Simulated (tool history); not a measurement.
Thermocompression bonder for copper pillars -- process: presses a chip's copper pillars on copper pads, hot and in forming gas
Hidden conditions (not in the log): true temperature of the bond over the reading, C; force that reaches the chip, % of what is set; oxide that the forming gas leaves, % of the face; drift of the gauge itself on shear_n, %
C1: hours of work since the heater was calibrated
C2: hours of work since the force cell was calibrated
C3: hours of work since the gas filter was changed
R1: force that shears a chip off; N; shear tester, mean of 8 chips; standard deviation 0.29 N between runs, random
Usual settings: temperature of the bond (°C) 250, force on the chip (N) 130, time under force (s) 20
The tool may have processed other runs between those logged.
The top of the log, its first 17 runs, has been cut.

run 18 hour=157.6 | temperature_of_the_bond_(°C)=250 force_on_the_chip_(N)=130 time_under_force_(s)=20 | C1=320 C2=289 C3=285 | R1=27.3
run 19 hour=165.6 | temperature_of_the_bond_(°C)=271 force_on_the_chip_(N)=130 time_under_force_(s)=20 | C1=326 C2=295 C3=291 | R1=34.1
run 20 hour=175.7 | temperature_of_the_bond_(°C)=250 force_on_the_chip_(N)=130 time_under_force_(s)=20 | C1=333 C2=302 C3=298 | R1=27.4
run 21 hour=185.2 | temperature_of_the_bond_(°C)=250 force_on_the_chip_(N)=130 time_under_force_(s)=20 | C1=340 C2=309 C3=305 | R1=27.3
run 22 hour=195 | temperature_of_the_bond_(°C)=274 force_on_the_chip_(N)=169 time_under_force_(s)=43 | C1=347 C2=316 C3=312 | R1=54
run 23 hour=202.5 | temperature_of_the_bond_(°C)=230 force_on_the_chip_(N)=98 time_under_force_(s)=12 | C1=352 C2=322 C3=317 | R1=12.1
run 24 hour=211.4 | temperature_of_the_bond_(°C)=252 force_on_the_chip_(N)=130 time_under_force_(s)=18 | C1=359 C2=328 C3=324 | R1=26.9
run 25 hour=222.2 | temperature_of_the_bond_(°C)=252 force_on_the_chip_(N)=99 time_under_force_(s)=18 | C1=366 C2=336 C3=331 | R1=19.9
run 26 hour=228.5 | temperature_of_the_bond_(°C)=261 force_on_the_chip_(N)=99 time_under_force_(s)=20 | C1=371 C2=340 C3=336 | R1=23.2
run 27 hour=234.4 | temperature_of_the_bond_(°C)=253 force_on_the_chip_(N)=130 time_under_force_(s)=17 | C1=375 C2=344 C3=340 | R1=26.3
run 28 hour=240.9 | temperature_of_the_bond_(°C)=253 force_on_the_chip_(N)=130 time_under_force_(s)=17 | C1=380 C2=349 C3=345 | R1=26.3
run 29 hour=247.4 | temperature_of_the_bond_(°C)=253 force_on_the_chip_(N)=130 time_under_force_(s)=17 | C1=384 C2=354 C3=349 | R1=26.3
run 30 hour=255.5 | temperature_of_the_bond_(°C)=253 force_on_the_chip_(N)=81 time_under_force_(s)=17 | C1=390 C2=359 C3=355 | R1=15.2
run 31 hour=262.9 | temperature_of_the_bond_(°C)=280 force_on_the_chip_(N)=94 time_under_force_(s)=34 | C1=395 C2=365 C3=360 | R1=32.7
run 32 hour=273.6 | temperature_of_the_bond_(°C)=246 force_on_the_chip_(N)=78 time_under_force_(s)=13 | C1=403 C2=372 C3=368 | R1=12.1
run 33 hour=284.2 | temperature_of_the_bond_(°C)=245 force_on_the_chip_(N)=115 time_under_force_(s)=20 | C1=411 C2=380 C3=376 | R1=22.5
run 34 hour=293.9 | temperature_of_the_bond_(°C)=245 force_on_the_chip_(N)=115 time_under_force_(s)=20 | C1=418 C2=387 C3=383 | R1=21.9
run 35 hour=305 | temperature_of_the_bond_(°C)=245 force_on_the_chip_(N)=115 time_under_force_(s)=20 | C1=426 C2=395 C3=391 | R1=21.7
run 36 hour=313.3 | temperature_of_the_bond_(°C)=245 force_on_the_chip_(N)=115 time_under_force_(s)=20 | C1=431 C2=401 C3=396 | R1=21.8

Run 37, settings as shown, results not yet in. Your forecast:
run 37 hour=322.8 | temperature_of_the_bond_(°C)=262 force_on_the_chip_(N)=96 time_under_force_(s)=19 | C1=438 C2=407 C3=403 | R1=?

{"run 37": {"R1": 21.4}}
The same run, on a tool lacking any hidden state, would have yielded R1 23.3 N.
